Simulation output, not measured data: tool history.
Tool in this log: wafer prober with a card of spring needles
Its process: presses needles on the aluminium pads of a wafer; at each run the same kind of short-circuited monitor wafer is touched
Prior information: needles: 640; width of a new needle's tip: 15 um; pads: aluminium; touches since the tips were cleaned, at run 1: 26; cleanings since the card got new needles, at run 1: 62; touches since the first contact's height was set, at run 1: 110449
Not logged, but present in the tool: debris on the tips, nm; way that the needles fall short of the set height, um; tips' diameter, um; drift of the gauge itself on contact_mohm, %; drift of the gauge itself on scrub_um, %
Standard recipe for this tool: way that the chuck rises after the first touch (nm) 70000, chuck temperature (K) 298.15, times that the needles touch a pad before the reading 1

run   hour  way that the chuck rises after the first touch (nm)  chuck temperature (K)  times that the needles touch a pad before the reading  touches since the tips were cleaned  cleanings since the card got new needles  touches since the first contact's height was set  resistance of one needle with its contact and lead (mohm)  way that a needle slides on the pad (nm)
  1    0.0                                                70000                 298.15                                                      1                                   26                                        62                                            110449                                                        179                                     15520
       3.8  -- tips cleaned on abrasive film
       7.6  -- tips cleaned on abrasive film
      12.3  -- tips cleaned on abrasive film
      16.1  -- tips cleaned on abrasive film
      20.8  -- tips cleaned on abrasive film
      24.6  -- tips cleaned on abrasive film
  2   26.2                                                70000                 298.15                                                      1                                  687                                        68                                            121366                                                        189                                     15600
      29.1  -- tips cleaned on abrasive film
      33.8  -- tips cleaned on abrasive film
      38.5  -- tips cleaned on abrasive film
      43.2  -- tips cleaned on abrasive film
      47.9  -- tips cleaned on abrasive film
  3   50.4                                                70000                 298.15                                                      1                                 1077                                        73                                            131491                                                        192                                     15020
      52.4  -- tips cleaned on abrasive film
      56.1  -- tips cleaned on abrasive film
      59.9  -- tips cleaned on abrasive film
      64.6  -- tips cleaned on abrasive film
      68.4  -- tips cleaned on abrasive film
      73.1  -- tips cleaned on abrasive film
  4   75.0                                                70000                 298.15                                                      1                                  804                                        79                                            141735                                                        191                                     14970
      77.0  -- tips cleaned on abrasive film
      80.8  -- tips cleaned on abrasive film
      84.6  -- tips cleaned on abrasive film
      89.3  -- tips cleaned on abrasive film
      93.1  -- tips cleaned on abrasive film
  5   95.2                                                70000                 298.15                                                      1                                  913                                        84                                            150135                                                        194                                     14840
      97.2  -- tips cleaned on abrasive film
     101.9  -- tips cleaned on abrasive film
     105.7  -- tips cleaned on abrasive film
     109.4  -- tips cleaned on abrasive film
     114.2  -- tips cleaned on abrasive film
     118.9  -- tips cleaned on abrasive film
     123.6  -- tips cleaned on abrasive film
  6  124.1                                                70000                 298.15                                                      1                                  207                                        91                                            162145                                                        183                                     14820
     127.9  -- tips cleaned on abrasive film
     132.6  -- tips cleaned on abrasive film
     137.3  -- tips cleaned on abrasive film
     142.0  -- tips cleaned on abrasive film
     145.8  -- tips cleaned on abrasive film
     150.5  -- tips cleaned on abrasive film
     154.3  -- tips cleaned on abrasive film
  7  157.2                                                79000                 298.15                                                      1                                 1233                                        98                                            175969                                                        193                                     16600
     158.2  -- tips cleaned on abrasive film
     162.9  -- tips cleaned on abrasive film
     166.7  -- tips cleaned on abrasive film
     171.4  -- tips cleaned on abrasive film
     176.1  -- tips cleaned on abrasive film
     179.9  -- tips cleaned on abrasive film
  8  182.5                                                70000                 298.15                                                      2                                 1109                                       104                                            186522                                                        192                                     14290
     184.4  -- tips cleaned on abrasive film
     189.2  -- tips cleaned on abrasive film
     193.9  -- tips cleaned on abrasive film
     198.6  -- tips cleaned on abrasive film
     202.4  -- tips cleaned on abrasive film
     206.2  -- tips cleaned on abrasive film
     209.9  -- tips cleaned on abrasive film
     214.6  -- tips cleaned on abrasive film
  9  216.7                                                70000                 298.15                                                      2                                  888                                       112                                            200786                                                        188                                     14240
     218.7  -- tips cleaned on abrasive film
     222.5  -- tips cleaned on abrasive film
     227.2  -- tips cleaned on abrasive film
     231.0  -- tips cleaned on abrasive film
     235.4  -- tips cleaned on abrasive film
 10  235.4                                                70000                 298.15                                                      2                                    0                                       117                                            208555                                                        181                                     13870
     236.7  -- height of the first contact set anew
     240.4  -- tips cleaned on abrasive film
     244.2  -- tips cleaned on abrasive film
     248.9  -- tips cleaned on abrasive film
     252.7  -- tips cleaned on abrasive film
     257.4  -- tips cleaned on abrasive film
     262.2  -- tips cleaned on abrasive film
     266.4  -- tips cleaned on abrasive film
 11  266.4                                                70000                 298.15                                                      2                                    0                                       124                                             12388                                                        183                                     11890
     271.1  -- tips cleaned on abrasive film
     274.9  -- tips cleaned on abrasive film
     278.7  -- tips cleaned on abrasive film
     283.4  -- tips cleaned on abrasive film
     288.1  -- tips cleaned on abrasive film
     292.8  -- tips cleaned on abrasive film
 12  296.3                                                76000                 373.15                                                      1                                 1480                                       130                                             24883                                                        236                                     12980
     297.3  -- tips cleaned on abrasive film
     301.1  -- tips cleaned on abrasive film
     305.8  -- tips cleaned on abrasive film
     310.5  -- tips cleaned on abrasive film
     315.2  -- tips cleaned on abrasive film
     319.0  -- tips cleaned on abrasive film
     323.7  -- tips cleaned on abrasive film
     328.4  -- tips cleaned on abrasive film
 13  331.8                                                57000                 307.15                                                      3                                 1429                                       138                                             39687                                                        229                                      8160
     332.8  -- tips cleaned on abrasive film
     334.0  -- height of the first contact set anew, once more
     336.9  -- tips cleaned on abrasive film
     341.6  -- tips cleaned on abrasive film
     346.3  -- tips cleaned on abrasive film
     350.1  -- tips cleaned on abrasive film
 14  352.3                                                57000                 307.15                                                      2                                  920                                       143                                              7607                                                        196                                     13870
     354.2  -- tips cleaned on abrasive film
     358.0  -- tips cleaned on abrasive film
     361.8  -- tips cleaned on abrasive film
     366.5  -- tips cleaned on abrasive film
     371.2  -- tips cleaned on abrasive film
 15  374.4                                                57000                 307.15                                                      2                                 1376                                       148                                             16851                                                        201                                     13790
     375.4  -- tips cleaned on abrasive film
     380.2  -- tips cleaned on abrasive film
     384.9  -- tips cleaned on abrasive film
     389.6  -- tips cleaned on abrasive film
     393.4  -- tips cleaned on abrasive film
 16  395.0                                                57000                 307.15                                                      2                                  694                                       153                                             25414                                                        193                                     13430
     397.9  -- tips cleaned on abrasive film
     401.6  -- tips cleaned on abrasive film
     406.4  -- tips cleaned on abrasive film
     410.1  -- tips cleaned on abrasive film
     414.9  -- tips cleaned on abrasive film
     418.6  -- tips cleaned on abrasive film
     422.4  -- tips cleaned on abrasive film
 17  423.5                                                65000                 314.15                                                      2                                  445                                       160                                             37267                                                        187                                     15660
     426.3  -- tips cleaned on abrasive film
     431.1  -- tips cleaned on abrasive film
     434.8  -- tips cleaned on abrasive film
     438.6  -- tips cleaned on abrasive film
     443.3  -- tips cleaned on abrasive film
     448.0  -- tips cleaned on abrasive film
 18  448.2                                                74000                 383.15                                                      3                                   84                                       166                                             47581                                                        191                                     17610
     452.0  -- tips cleaned on abrasive film
     456.8  -- tips cleaned on abrasive film
     461.5  -- tips cleaned on abrasive film
     465.2  -- tips cleaned on abrasive film
 19  468.5                                                61000                 298.15                                                      1                                 1399                                       170                                             56064                                                        218                                     14410
     469.5  -- tips cleaned on abrasive film
     473.3  -- tips cleaned on abrasive film
     478.0  -- tips cleaned on abrasive film
     481.8  -- tips cleaned on abrasive film
     485.6  -- tips cleaned on abrasive film
     490.3  -- tips cleaned on abrasive film
     494.1  -- tips cleaned on abrasive film
 20  496.5                                                56000                 308.15                                                      3                                 1014                                       177                                             67699                                                        195                                     12690

Predict each of these 3 candidate next runs independently; none follows another, all start after run 20:
     498.4  -- tips cleaned on abrasive film
     502.2  -- tips cleaned on abrasive film
     506.0  -- tips cleaned on abrasive film
     509.8  -- tips cleaned on abrasive film
     514.5  -- tips cleaned on abrasive film
     519.2  -- tips cleaned on abrasive film
     523.9  -- tips cleaned on abrasive film
     528.6  -- tips cleaned on abrasive film
  A  529.2                                                70000                 298.15                                                      1                                  249                                       185                                             81324                                                          ?                                         ?
     498.4  -- tips cleaned on abrasive film
     502.2  -- tips cleaned on abrasive film
     506.0  -- tips cleaned on abrasive film
     509.8  -- tips cleaned on abrasive film
     514.5  -- tips cleaned on abrasive film
     519.2  -- tips cleaned on abrasive film
     523.9  -- tips cleaned on abrasive film
     528.6  -- tips cleaned on abrasive film
  B  529.2                                                88000                 298.15                                                      1                                  249                                       185                                             81324                                                          ?                                         ?
     498.4  -- tips cleaned on abrasive film
     502.2  -- tips cleaned on abrasive film
     506.0  -- tips cleaned on abrasive film
     509.8  -- tips cleaned on abrasive film
     514.5  -- tips cleaned on abrasive film
     519.2  -- tips cleaned on abrasive film
     523.9  -- tips cleaned on abrasive film
     528.6  -- tips cleaned on abrasive film
  C  529.2                                                56000                 308.15                                                      1                                  249                                       185                                             81324                                                          ?                                         ?

run  resistance of one needle with its contact and lead (mohm)  way that a needle slides on the pad (nm)
  A                                                        189                                     16130
  B                                                        179                                     20160
  C                                                        195                                     12500
With no hidden state in the tool, these same runs would have given:
run  resistance of one needle with its contact and lead (mohm)  way that a needle slides on the pad (nm)
  A                                                        175                                     17360
  B                                                        170                                     21380
  C                                                        174                                     13730
